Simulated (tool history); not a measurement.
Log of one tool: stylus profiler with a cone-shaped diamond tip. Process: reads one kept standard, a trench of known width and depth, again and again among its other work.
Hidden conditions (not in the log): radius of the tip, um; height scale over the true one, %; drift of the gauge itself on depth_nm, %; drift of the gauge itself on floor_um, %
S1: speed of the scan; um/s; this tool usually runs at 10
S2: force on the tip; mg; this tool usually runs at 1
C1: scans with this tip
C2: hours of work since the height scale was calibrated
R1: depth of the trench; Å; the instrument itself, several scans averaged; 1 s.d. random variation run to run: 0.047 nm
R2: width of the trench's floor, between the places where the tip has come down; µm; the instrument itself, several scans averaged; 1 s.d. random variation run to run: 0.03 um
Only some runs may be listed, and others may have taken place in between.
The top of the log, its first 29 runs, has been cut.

run 30 hour=701.3 | S1=2 S2=0.38 | C1=3806 C2=42 | R1=2004.3 R2=28.11
run 31 hour=730.2 | S1=36 S2=0.97 | C1=3885 C2=55 | R1=2007.1 R2=27.75
run 32 hour=756.4 | S1=32 S2=0.71 | C1=3956 C2=66 | R1=2006.3 R2=27.76
run 33 hour=775.7 | S1=4 S2=0.42 | C1=4009 C2=74 | R1=2003.7 R2=28.04
run 34 hour=792.6 | S1=4 S2=0.42 | C1=4055 C2=81 | R1=2003 R2=28.03
run 35 hour=818.7 | S1=27 S2=0.86 | C1=4126 C2=92 | R1=2006.9 R2=27.81
run 36 hour=836.3 | S1=27 S2=0.86 | C1=4174 C2=100 | R1=2007.7 R2=27.83
run 37 hour=867.9 | S1=5 S2=0.75 | C1=4260 C2=113 | R1=2007 R2=28.06
run 38 hour=897.9 | S1=5 S2=0.75 | C1=4341 C2=126 | R1=2006.9 R2=28.05
run 39 hour=926.3 | S1=18 S2=0.43 | C1=4419 C2=138 | R1=2004.9 R2=27.84
run 40 hour=951.9 | S1=4 S2=0.39 | C1=4489 C2=149 | R1=2005 R2=28.02
run 41 hour=980.3 | S1=5 S2=1.57 | C1=4566 C2=161 | R1=2010.1 R2=28.07
run 42 hour=1001.7 | S1=17 S2=1.31 | C1=4624 C2=170 | R1=2009.9 R2=27.96
run 43 hour=1017.4 | S1=10 S2=0.64 | C1=4667 C2=177 | R1=2005.9 R2=27.92
run 44 hour=1038.2 | S1=4 S2=0.56 | C1=4724 C2=186 | R1=2005.8 R2=28.05
run 45 hour=1055 | S1=7 S2=0.51 | C1=4769 C2=193 | R1=2005.8 R2=27.99

Below are 5 alternative next runs, each starting from the tool's condition after run 45. Predict each:
run A hour=1071.8 | S1=13 S2=1.1 | C1=4815 C2=200 | R1=? R2=?
run B hour=1071.8 | S1=22 S2=1.78 | C1=4815 C2=200 | R1=? R2=?
run C hour=1071.8 | S1=7 S2=0.85 | C1=4815 C2=200 | R1=? R2=?
run D hour=1071.8 | S1=8 S2=1 | C1=4815 C2=200 | R1=? R2=?
run E hour=1071.8 | S1=4 S2=0.51 | C1=4815 C2=200 | R1=? R2=?

run=A R1=2008.5 R2=27.98
run=B R1=2011.8 R2=27.96
run=C R1=2007.3 R2=28.02
run=D R1=2008.7 R2=28.03
run=E R1=2004.9 R2=28.04
Stripped of hidden state, with their random variation kept, the same runs would have yielded:
run=A R1=2007.9 R2=28.13
run=B R1=2011.2 R2=28.11
run=C R1=2006.7 R2=28.17
run=D R1=2008 R2=28.18
run=E R1=2004.3 R2=28.19
